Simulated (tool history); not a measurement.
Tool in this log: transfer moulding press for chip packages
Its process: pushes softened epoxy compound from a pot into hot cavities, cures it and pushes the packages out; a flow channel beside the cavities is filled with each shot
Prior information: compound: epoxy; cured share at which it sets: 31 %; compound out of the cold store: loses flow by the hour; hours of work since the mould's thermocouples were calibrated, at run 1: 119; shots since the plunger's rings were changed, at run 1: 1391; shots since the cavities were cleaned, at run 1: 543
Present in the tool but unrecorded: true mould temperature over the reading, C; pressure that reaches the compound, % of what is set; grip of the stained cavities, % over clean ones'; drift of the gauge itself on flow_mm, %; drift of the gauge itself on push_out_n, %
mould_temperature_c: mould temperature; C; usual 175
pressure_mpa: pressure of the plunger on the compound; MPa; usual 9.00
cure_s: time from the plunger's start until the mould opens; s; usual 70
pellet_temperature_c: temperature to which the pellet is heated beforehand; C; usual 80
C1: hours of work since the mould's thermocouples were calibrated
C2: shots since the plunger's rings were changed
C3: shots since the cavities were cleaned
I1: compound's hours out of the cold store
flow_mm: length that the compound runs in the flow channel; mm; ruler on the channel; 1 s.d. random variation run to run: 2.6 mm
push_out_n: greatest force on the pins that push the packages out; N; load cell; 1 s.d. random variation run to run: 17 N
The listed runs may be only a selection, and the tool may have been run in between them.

{"run": 1, "day": 0.0, "mould_temperature_c": 175, "pressure_mpa": 9.0, "cure_s": 70, "pellet_temperature_c": 80, "C1": 119, "C2": 1391, "C3": 543, "I1": 18.2, "flow_mm": 542, "push_out_n": 1248}
{"run": 2, "day": 0.608, "mould_temperature_c": 175, "pressure_mpa": 9.0, "cure_s": 70, "pellet_temperature_c": 80, "C1": 129, "C2": 1642, "C3": 794, "I1": 35.5, "flow_mm": 517, "push_out_n": 1302}
{"run": 3, "day": 1.042, "mould_temperature_c": 175, "pressure_mpa": 9.0, "cure_s": 70, "pellet_temperature_c": 80, "C1": 137, "C2": 1819, "C3": 971, "I1": 33.2, "flow_mm": 518, "push_out_n": 1303}
{"day": 1.546, "done": "cavities cleaned with cleaning compound and waxed"}
{"run": 4, "day": 1.579, "mould_temperature_c": 175, "pressure_mpa": 9.0, "cure_s": 70, "pellet_temperature_c": 80, "C1": 145, "C2": 2015, "C3": 15, "I1": 29.5, "flow_mm": 527, "push_out_n": 1669}
{"run": 5, "day": 2.317, "mould_temperature_c": 175, "pressure_mpa": 9.0, "cure_s": 70, "pellet_temperature_c": 80, "C1": 158, "C2": 2316, "C3": 316, "I1": 20.0, "flow_mm": 534, "push_out_n": 1540}
{"run": 6, "day": 2.892, "mould_temperature_c": 167, "pressure_mpa": 9.0, "cure_s": 70, "pellet_temperature_c": 80, "C1": 168, "C2": 2552, "C3": 552, "I1": 32.4, "flow_mm": 527, "push_out_n": 2764}
{"run": 7, "day": 3.512, "mould_temperature_c": 175, "pressure_mpa": 9.0, "cure_s": 70, "pellet_temperature_c": 80, "C1": 179, "C2": 2808, "C3": 808, "I1": 32.5, "flow_mm": 518, "push_out_n": 1521}
{"day": 4.396, "done": "cavities cleaned with cleaning compound and waxed"}
{"run": 8, "day": 4.429, "mould_temperature_c": 175, "pressure_mpa": 9.0, "cure_s": 70, "pellet_temperature_c": 80, "C1": 194, "C2": 3158, "C3": 14, "I1": 47.6, "flow_mm": 495, "push_out_n": 771}
{"day": 4.996, "done": "cavities cleaned with cleaning compound and waxed, once more"}
{"run": 9, "day": 5.046, "mould_temperature_c": 175, "pressure_mpa": 9.0, "cure_s": 70, "pellet_temperature_c": 80, "C1": 203, "C2": 3386, "C3": 20, "I1": 17.7, "flow_mm": 535, "push_out_n": 889}
{"run": 10, "day": 5.712, "mould_temperature_c": 175, "pressure_mpa": 9.0, "cure_s": 70, "pellet_temperature_c": 80, "C1": 215, "C2": 3659, "C3": 293, "I1": 36.1, "flow_mm": 511, "push_out_n": 1029}
{"run": 11, "day": 6.5, "mould_temperature_c": 175, "pressure_mpa": 9.0, "cure_s": 70, "pellet_temperature_c": 80, "C1": 229, "C2": 3982, "C3": 616, "I1": 30.6, "flow_mm": 512, "push_out_n": 1207}
{"day": 6.775, "done": "plunger's sealing rings changed"}
{"run": 12, "day": 7.0, "mould_temperature_c": 175, "pressure_mpa": 9.0, "cure_s": 70, "pellet_temperature_c": 80, "C1": 235, "C2": 91, "C3": 778, "I1": 29.0, "flow_mm": 531, "push_out_n": 1260}
{"run": 13, "day": 7.538, "mould_temperature_c": 175, "pressure_mpa": 10.06, "cure_s": 70, "pellet_temperature_c": 80, "C1": 245, "C2": 312, "C3": 999, "I1": 17.9, "flow_mm": 581, "push_out_n": 1324}
{"day": 7.954, "done": "cavities cleaned with cleaning compound and waxed"}
{"run": 14, "day": 7.954, "mould_temperature_c": 175, "pressure_mpa": 9.0, "cure_s": 70, "pellet_temperature_c": 80, "C1": 251, "C2": 458, "C3": 0, "I1": 42.0, "flow_mm": 516, "push_out_n": 803}
{"run": 15, "day": 8.646, "mould_temperature_c": 175, "pressure_mpa": 9.0, "cure_s": 70, "pellet_temperature_c": 80, "C1": 263, "C2": 742, "C3": 284, "I1": 16.7, "flow_mm": 551, "push_out_n": 1056}
{"run": 16, "day": 9.292, "mould_temperature_c": 168, "pressure_mpa": 8.73, "cure_s": 53, "pellet_temperature_c": 72, "C1": 274, "C2": 1007, "C3": 549, "I1": 32.9, "flow_mm": 524, "push_out_n": 3127}
{"run": 17, "day": 9.679, "mould_temperature_c": 174, "pressure_mpa": 9.15, "cure_s": 57, "pellet_temperature_c": 84, "C1": 281, "C2": 1167, "C3": 709, "I1": 19.3, "flow_mm": 545, "push_out_n": 2243}
{"run": 18, "day": 10.292, "mould_temperature_c": 168, "pressure_mpa": 9.0, "cure_s": 59, "pellet_temperature_c": 89, "C1": 292, "C2": 1417, "C3": 959, "I1": 18.2, "flow_mm": 552, "push_out_n": 2934}
{"run": 19, "day": 10.679, "mould_temperature_c": 168, "pressure_mpa": 9.0, "cure_s": 59, "pellet_temperature_c": 89, "C1": 298, "C2": 1576, "C3": 1118, "I1": 37.0, "flow_mm": 525, "push_out_n": 2994}
{"day": 10.792, "done": "cavities cleaned with cleaning compound and waxed"}
{"run": 20, "day": 11.346, "mould_temperature_c": 175, "pressure_mpa": 9.0, "cure_s": 75, "pellet_temperature_c": 80, "C1": 309, "C2": 1824, "C3": 227, "I1": 45.8, "flow_mm": 501, "push_out_n": 798}
{"run": 21, "day": 11.921, "mould_temperature_c": 175, "pressure_mpa": 9.0, "cure_s": 75, "pellet_temperature_c": 80, "C1": 319, "C2": 2060, "C3": 463, "I1": 44.2, "flow_mm": 504, "push_out_n": 961}
{"run": 22, "day": 12.621, "mould_temperature_c": 180, "pressure_mpa": 9.0, "cure_s": 67, "pellet_temperature_c": 80, "C1": 331, "C2": 2347, "C3": 750, "I1": 31.8, "flow_mm": 517, "push_out_n": 989}
{"run": 23, "day": 13.025, "mould_temperature_c": 180, "pressure_mpa": 9.0, "cure_s": 67, "pellet_temperature_c": 80, "C1": 338, "C2": 2513, "C3": 916, "I1": 19.0, "flow_mm": 530, "push_out_n": 1052}
{"day": 13.671, "done": "cavities cleaned with cleaning compound and waxed"}
{"run": 24, "day": 13.796, "mould_temperature_c": 180, "pressure_mpa": 9.0, "cure_s": 67, "pellet_temperature_c": 80, "C1": 350, "C2": 2803, "C3": 50, "I1": 37.7, "flow_mm": 503, "push_out_n": 680}
{"run": 25, "day": 14.212, "mould_temperature_c": 183, "pressure_mpa": 7.27, "cure_s": 67, "pellet_temperature_c": 71, "C1": 358, "C2": 2974, "C3": 221, "I1": 19.1, "flow_mm": 468, "push_out_n": 734}
{"run": 26, "day": 14.775, "mould_temperature_c": 175, "pressure_mpa": 7.67, "cure_s": 51, "pellet_temperature_c": 88, "C1": 367, "C2": 3205, "C3": 452, "I1": 14.3, "flow_mm": 495, "push_out_n": 2390}
{"run": 27, "day": 15.588, "mould_temperature_c": 171, "pressure_mpa": 9.0, "cure_s": 73, "pellet_temperature_c": 74, "C1": 382, "C2": 3539, "C3": 786, "I1": 9.9, "flow_mm": 550, "push_out_n": 1619}

Consider 4 possible next runs. They are alternatives, not a sequence: every one starts from the tool as it was left by run 27. What does each give?
{"run": "A", "day": 16.233, "mould_temperature_c": 175, "pressure_mpa": 10.21, "cure_s": 67, "pellet_temperature_c": 80, "C1": 393, "C2": 3804, "C3": 1051, "I1": 19.9, "flow_mm": "?", "push_out_n": "?"}
{"run": "B", "day": 16.233, "mould_temperature_c": 171, "pressure_mpa": 10.17, "cure_s": 73, "pellet_temperature_c": 74, "C1": 393, "C2": 3804, "C3": 1051, "I1": 14.9, "flow_mm": "?", "push_out_n": "?"}
{"run": "C", "day": 16.233, "mould_temperature_c": 175, "pressure_mpa": 9.03, "cure_s": 57, "pellet_temperature_c": 84, "C1": 393, "C2": 3804, "C3": 1051, "I1": 38.2, "flow_mm": "?", "push_out_n": "?"}
{"run": "D", "day": 16.233, "mould_temperature_c": 180, "pressure_mpa": 9.0, "cure_s": 70, "pellet_temperature_c": 87, "C1": 393, "C2": 3804, "C3": 1051, "I1": 32.3, "flow_mm": "?", "push_out_n": "?"}

run=A flow_mm=563 push_out_n=1533
run=B flow_mm=576 push_out_n=1664
run=C flow_mm=506 push_out_n=2075
run=D flow_mm=501 push_out_n=918
Take away the tool's hidden state, keep each run's random variation, and the runs would have read:
run=A flow_mm=588 push_out_n=951
run=B flow_mm=602 push_out_n=1037
run=C flow_mm=528 push_out_n=1283
run=D flow_mm=523 push_out_n=567
